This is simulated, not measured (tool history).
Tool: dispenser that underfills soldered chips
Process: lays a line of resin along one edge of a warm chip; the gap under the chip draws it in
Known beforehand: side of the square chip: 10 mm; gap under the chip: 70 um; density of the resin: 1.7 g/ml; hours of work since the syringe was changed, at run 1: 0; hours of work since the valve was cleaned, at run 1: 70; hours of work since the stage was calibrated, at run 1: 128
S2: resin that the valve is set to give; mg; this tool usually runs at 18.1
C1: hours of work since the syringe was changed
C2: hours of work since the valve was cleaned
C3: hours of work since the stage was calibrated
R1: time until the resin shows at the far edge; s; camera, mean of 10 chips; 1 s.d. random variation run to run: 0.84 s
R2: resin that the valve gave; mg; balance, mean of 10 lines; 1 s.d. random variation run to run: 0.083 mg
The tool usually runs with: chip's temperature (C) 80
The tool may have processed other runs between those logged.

run 1 hour=0 | chip's_temperature_(C)=80 S2=18.1 | C1=0 C2=70 C3=128 | R1=79 R2=17.61
run 2 hour=7.3 | chip's_temperature_(C)=80 S2=18.1 | C1=5 C2=75 C3=133 | R1=107.5 R2=17.51
-- hour=12.5 new syringe of resin
run 3 hour=15.8 | chip's_temperature_(C)=80 S2=18.1 | C1=2 C2=80 C3=138 | R1=88.8 R2=17.35
run 4 hour=24.1 | chip's_temperature_(C)=80 S2=18.1 | C1=8 C2=86 C3=144 | R1=130.4 R2=17.36
-- hour=24.8 new syringe of resin
run 5 hour=28.3 | chip's_temperature_(C)=80 S2=18.1 | C1=2 C2=88 C3=146 | R1=88.4 R2=17.39
run 6 hour=33.6 | chip's_temperature_(C)=80 S2=18.1 | C1=6 C2=92 C3=150 | R1=112.6 R2=17.36
-- hour=37.3 new syringe of resin
run 7 hour=38.6 | chip's_temperature_(C)=80 S2=15.7 | C1=1 C2=95 C3=153 | R1=83.9 R2=14.99
run 8 hour=46.6 | chip's_temperature_(C)=80 S2=18.1 | C1=6 C2=100 C3=158 | R1=116.1 R2=17.28
-- hour=50.1 new syringe of resin
run 9 hour=55.3 | chip's_temperature_(C)=80 S2=18.1 | C1=3 C2=106 C3=164 | R1=97.9 R2=17.22
run 10 hour=58.9 | chip's_temperature_(C)=80 S2=18.1 | C1=6 C2=108 C3=166 | R1=116.4 R2=17.22
-- hour=62.8 new syringe of resin
run 11 hour=62.9 | chip's_temperature_(C)=80 S2=18.1 | C1=0 C2=111 C3=168 | R1=77.3 R2=17.36
run 12 hour=67.6 | chip's_temperature_(C)=71 S2=18.1 | C1=3 C2=114 C3=172 | R1=128.1 R2=17.24
run 13 hour=73.2 | chip's_temperature_(C)=71 S2=16.8 | C1=7 C2=118 C3=175 | R1=169.2 R2=15.93
-- hour=75.2 new syringe of resin
run 14 hour=79.4 | chip's_temperature_(C)=82 S2=22.3 | C1=3 C2=121 C3=179 | R1=84.5 R2=21.18
run 15 hour=84.1 | chip's_temperature_(C)=87 S2=18.1 | C1=6 C2=125 C3=182 | R1=92.7 R2=17.25
-- hour=88.2 new syringe of resin
run 16 hour=89.2 | chip's_temperature_(C)=89 S2=19.4 | C1=1 C2=128 C3=186 | R1=59.6 R2=18.3
run 17 hour=93.1 | chip's_temperature_(C)=68 S2=17.4 | C1=3 C2=130 C3=188 | R1=144.6 R2=16.35
run 18 hour=97.5 | chip's_temperature_(C)=79 S2=17.3 | C1=6 C2=133 C3=191 | R1=121.6 R2=16.21
-- hour=100.8 new syringe of resin
run 19 hour=102.4 | chip's_temperature_(C)=79 S2=22.4 | C1=1 C2=136 C3=194 | R1=84.7 R2=20.81
run 20 hour=107.5 | chip's_temperature_(C)=79 S2=22.4 | C1=4 C2=140 C3=197 | R1=106.1 R2=20.85
-- hour=113.2 new syringe of resin
run 21 hour=113.2 | chip's_temperature_(C)=75 S2=20.6 | C1=0 C2=143 C3=201 | R1=92 R2=19.29
-- hour=115.3 dispensing valve cleaned and set on the balance
run 22 hour=119.5 | chip's_temperature_(C)=75 S2=20.6 | C1=3 C2=3 C3=205 | R1=113.4 R2=20.64
-- hour=126.8 new syringe of resin
run 23 hour=127.4 | chip's_temperature_(C)=68 S2=18.7 | C1=0 C2=8 C3=210 | R1=116.6 R2=18.64
run 24 hour=133.2 | chip's_temperature_(C)=95 S2=20.5 | C1=4 C2=12 C3=213 | R1=63.8 R2=20.49

Consider 5 possible next runs. They are alternatives, not a sequence: every one starts from the tool as it was left by run 24. What does each give?
-- hour=139.4 new syringe of resin
run A hour=141.4 | chip's_temperature_(C)=73 S2=20.1 | C1=1 C2=17 C3=219 | R1=? R2=?
-- hour=139.4 new syringe of resin
run B hour=141.4 | chip's_temperature_(C)=91 S2=18.4 | C1=1 C2=17 C3=219 | R1=? R2=?
-- hour=139.4 new syringe of resin
run C hour=141.4 | chip's_temperature_(C)=71 S2=16.7 | C1=1 C2=17 C3=219 | R1=? R2=?
-- hour=139.4 new syringe of resin
run D hour=141.4 | chip's_temperature_(C)=84 S2=20.5 | C1=1 C2=17 C3=219 | R1=? R2=?
-- hour=139.4 new syringe of resin
run E hour=141.4 | chip's_temperature_(C)=67 S2=23.1 | C1=1 C2=17 C3=219 | R1=? R2=?

run=A R1=105.2 R2=19.96
run=B R1=60.8 R2=18.2
run=C R1=117.5 R2=16.44
run=D R1=75.4 R2=20.37
run=E R1=129.8 R2=22.85
Without the tool's hidden state the same runs would have given:
run=A R1=95.7 R2=20.1
run=B R1=55.1 R2=18.33
run=C R1=106.9 R2=16.56
run=D R1=68.5 R2=20.51
run=E R1=118.2 R2=23.01
